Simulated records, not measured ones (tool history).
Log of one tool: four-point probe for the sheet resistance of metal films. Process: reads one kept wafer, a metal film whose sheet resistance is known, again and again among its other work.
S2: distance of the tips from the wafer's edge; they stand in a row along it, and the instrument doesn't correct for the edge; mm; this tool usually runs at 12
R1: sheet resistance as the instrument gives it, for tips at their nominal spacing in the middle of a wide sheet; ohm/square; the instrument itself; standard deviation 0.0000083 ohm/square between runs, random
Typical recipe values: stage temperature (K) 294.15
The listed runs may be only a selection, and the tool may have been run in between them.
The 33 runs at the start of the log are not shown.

run 34 hour=1228.5 | stage_temperature_(K)=307.15 S2=11 | R1=0.040725
-- hour=1240.4 stage's thermometer calibrated
run 35 hour=1263.4 | stage_temperature_(K)=307.15 S2=11 | R1=0.040755
run 36 hour=1312.1 | stage_temperature_(K)=307.15 S2=11 | R1=0.04075
run 37 hour=1340.4 | stage_temperature_(K)=300.15 S2=22 | R1=0.041044
run 38 hour=1374.5 | stage_temperature_(K)=302.15 S2=4 | R1=0.041301
run 39 hour=1417.1 | stage_temperature_(K)=293.15 S2=8 | R1=0.041453
run 40 hour=1441.8 | stage_temperature_(K)=298.15 S2=68 | R1=0.041115
run 41 hour=1490.4 | stage_temperature_(K)=294.15 S2=10 | R1=0.041375
run 42 hour=1527.7 | stage_temperature_(K)=294.15 S2=68 | R1=0.041315
run 43 hour=1578.9 | stage_temperature_(K)=294.15 S2=68 | R1=0.041308
run 44 hour=1621.4 | stage_temperature_(K)=294.15 S2=68 | R1=0.041315
run 45 hour=1645.4 | stage_temperature_(K)=293.15 S2=72 | R1=0.041363

What if the next run were any one of these 3? Each begins from the tool's condition after run 45:
run A hour=1675.5 | stage_temperature_(K)=294.15 S2=5 | R1=?
run B hour=1675.5 | stage_temperature_(K)=294.15 S2=7 | R1=?
run C hour=1675.5 | stage_temperature_(K)=306.15 S2=5 | R1=?

run=A R1=0.041543
run=B R1=0.041441
run=C R1=0.040953
Without the tool's unlogged condition, the same runs would have read:
run=A R1=0.041528
run=B R1=0.041425
run=C R1=0.040937
